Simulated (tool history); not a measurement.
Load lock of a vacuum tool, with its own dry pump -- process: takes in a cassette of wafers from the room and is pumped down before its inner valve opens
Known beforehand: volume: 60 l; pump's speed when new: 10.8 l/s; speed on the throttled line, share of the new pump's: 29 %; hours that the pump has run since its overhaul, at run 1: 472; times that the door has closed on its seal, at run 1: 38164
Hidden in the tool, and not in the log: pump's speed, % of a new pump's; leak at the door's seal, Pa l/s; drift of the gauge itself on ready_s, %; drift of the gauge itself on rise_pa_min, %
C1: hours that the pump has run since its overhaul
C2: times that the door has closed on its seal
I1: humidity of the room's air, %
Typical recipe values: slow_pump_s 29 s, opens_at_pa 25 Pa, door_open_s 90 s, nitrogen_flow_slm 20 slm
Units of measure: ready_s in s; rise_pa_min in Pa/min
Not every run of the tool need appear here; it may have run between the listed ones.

Run 1, hour 0.0: usual settings; C1 472; C2 38164; I1 45.5. Result: ready_s 67.3 s, rise_pa_min 0.379 Pa/min.
Run 2, hour 474.7: usual settings but opens_at_pa 24 Pa; C1 947; C2 39044; I1 44.5. Result: ready_s 67.7 s, rise_pa_min 0.385 Pa/min.
Run 3, hour 923.1: usual settings but opens_at_pa 24 Pa; C1 1396; C2 39875; I1 46.8. Result: ready_s 67.2 s, rise_pa_min 0.406 Pa/min.
Run 4, hour 1322.6: usual settings but door_open_s 227 s; C1 1795; C2 40615; I1 45.7. Result: ready_s 67.9 s, rise_pa_min 0.440 Pa/min.
Run 5, hour 1613.3: usual settings but door_open_s 227 s; C1 2086; C2 41154; I1 46.0. Result: ready_s 67.5 s, rise_pa_min 0.456 Pa/min.
Run 6, hour 2065.9: usual settings; C1 2538; C2 41993; I1 43.1. Result: ready_s 68.3 s, rise_pa_min 0.436 Pa/min.
Run 7, hour 2278.6: usual settings but door_open_s 134 s; C1 2751; C2 42387; I1 49.0. Result: ready_s 68.4 s, rise_pa_min 0.452 Pa/min.
Run 8, hour 2791.1: usual settings but door_open_s 134 s; C1 3264; C2 43337; I1 46.8. Result: ready_s 67.6 s, rise_pa_min 0.463 Pa/min.
Run 9, hour 3038.1: usual settings but door_open_s 41 s; C1 3511; C2 43795; I1 46.4. Result: ready_s 68.3 s, rise_pa_min 0.449 Pa/min.
Run 10, hour 3427.8: usual settings but door_open_s 41 s; C1 3900; C2 44517; I1 43.7. Result: ready_s 69.1 s, rise_pa_min 0.460 Pa/min.
Run 11, hour 3732.9: usual settings but door_open_s 41 s; C1 4205; C2 45082; I1 46.4. Result: ready_s 69.0 s, rise_pa_min 0.471 Pa/min.
Run 12, hour 4221.9: usual settings; C1 4694; C2 45989; I1 45.0. Result: ready_s 69.2 s, rise_pa_min 0.501 Pa/min.
Run 13, hour 4551.8: usual settings but slow_pump_s 49 s; C1 5024; C2 46600; I1 45.8. Result: ready_s 82.8 s, rise_pa_min 0.511 Pa/min.
Run 14, hour 4882.9: usual settings but slow_pump_s 57 s; C1 5355; C2 47214; I1 45.9. Result: ready_s 88.1 s, rise_pa_min 0.512 Pa/min.
Run 15, hour 5265.8: usual settings but slow_pump_s 57 s; C1 5738; C2 47923; I1 43.6. Result: ready_s 88.4 s, rise_pa_min 0.517 Pa/min.
Run 16, hour 5494.8: usual settings; C1 5967; C2 48348; I1 42.7. Result: ready_s 69.3 s, rise_pa_min 0.531 Pa/min.
Run 17, hour 5837.7: usual settings; C1 6310; C2 48983; I1 47.8. Result: ready_s 69.6 s, rise_pa_min 0.547 Pa/min.
Run 18, hour 6177.5: usual settings; C1 6650; C2 49613; I1 43.0. Result: ready_s 69.4 s, rise_pa_min 0.551 Pa/min.
Run 19, hour 6526.7: usual settings; C1 6999; C2 50260; I1 44.7. Result: ready_s 70.2 s, rise_pa_min 0.569 Pa/min.
Run 20, hour 6759.9: usual settings but slow_pump_s 22 s; C1 7232; C2 50692; I1 44.3. Result: ready_s 65.2 s, rise_pa_min 0.564 Pa/min.

What does the tool deliver on the next run?
Run 21, hour 7140.6: usual settings but slow_pump_s 18 s, opens_at_pa 19 Pa, door_open_s 188 s, nitrogen_flow_slm 6 slm; C1 7613; C2 51398; I1 44.3. Result: ready_s ?, rise_pa_min ?.

{"run 21": {"ready_s": 64.1, "rise_pa_min": 0.636}}
Without the tool's hidden state the same run would have given ready_s 60.5 s, rise_pa_min 0.086 Pa/min.
